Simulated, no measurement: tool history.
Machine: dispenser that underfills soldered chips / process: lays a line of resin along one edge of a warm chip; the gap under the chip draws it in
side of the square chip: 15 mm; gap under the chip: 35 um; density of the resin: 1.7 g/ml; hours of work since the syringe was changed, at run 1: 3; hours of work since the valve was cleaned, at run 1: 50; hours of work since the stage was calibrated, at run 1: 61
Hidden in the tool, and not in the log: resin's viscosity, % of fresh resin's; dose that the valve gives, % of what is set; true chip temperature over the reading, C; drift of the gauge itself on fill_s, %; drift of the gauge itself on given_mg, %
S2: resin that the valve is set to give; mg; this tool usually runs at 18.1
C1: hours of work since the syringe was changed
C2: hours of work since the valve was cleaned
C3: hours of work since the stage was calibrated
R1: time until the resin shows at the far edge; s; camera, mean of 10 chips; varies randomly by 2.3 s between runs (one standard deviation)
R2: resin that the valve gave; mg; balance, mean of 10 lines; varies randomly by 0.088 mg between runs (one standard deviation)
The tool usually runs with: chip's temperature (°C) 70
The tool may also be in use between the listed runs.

run 1 hour=0.0 | chip's_temperature_(°C)=70 S2=18.1 | C1=3 C2=50 C3=61 | R1=263.9 R2=17.70
run 2 hour=4.4 | chip's_temperature_(°C)=70 S2=18.1 | C1=6 C2=53 C3=64 | R1=308.0 R2=17.57
run 3 hour=7.3 | chip's_temperature_(°C)=66 S2=18.1 | C1=7 C2=54 C3=66 | R1=400.2 R2=17.66
run 4 hour=9.5 | chip's_temperature_(°C)=66 S2=18.1 | C1=9 C2=56 C3=67 | R1=431.5 R2=17.61
-- hour=13.4 new syringe of resin
run 5 hour=14.4 | chip's_temperature_(°C)=66 S2=22.0 | C1=1 C2=59 C3=70 | R1=262.5 R2=21.37
run 6 hour=17.2 | chip's_temperature_(°C)=70 S2=18.1 | C1=2 C2=61 C3=72 | R1=269.4 R2=17.71
run 7 hour=21.5 | chip's_temperature_(°C)=70 S2=18.1 | C1=5 C2=63 C3=75 | R1=309.4 R2=17.60
run 8 hour=24.9 | chip's_temperature_(°C)=70 S2=23.1 | C1=7 C2=66 C3=77 | R1=335.1 R2=22.47
run 9 hour=28.0 | chip's_temperature_(°C)=64 S2=16.4 | C1=9 C2=68 C3=79 | R1=496.0 R2=15.84
run 10 hour=30.4 | chip's_temperature_(°C)=83 S2=19.8 | C1=11 C2=69 C3=80 | R1=267.0 R2=19.24

Run 11 is up next; what results do you expect?
-- hour=31.2 new syringe of resin
run 11 hour=35.0 | chip's_temperature_(°C)=83 S2=16.5 | C1=2 C2=72 C3=83 | R1=? R2=?

{"run 11": {"R1": 180.9, "R2": 15.95}}
Were there no unlogged condition in the tool, this run, its random variation unchanged, would have produced R1 155.0 s, R2 16.50 mg.
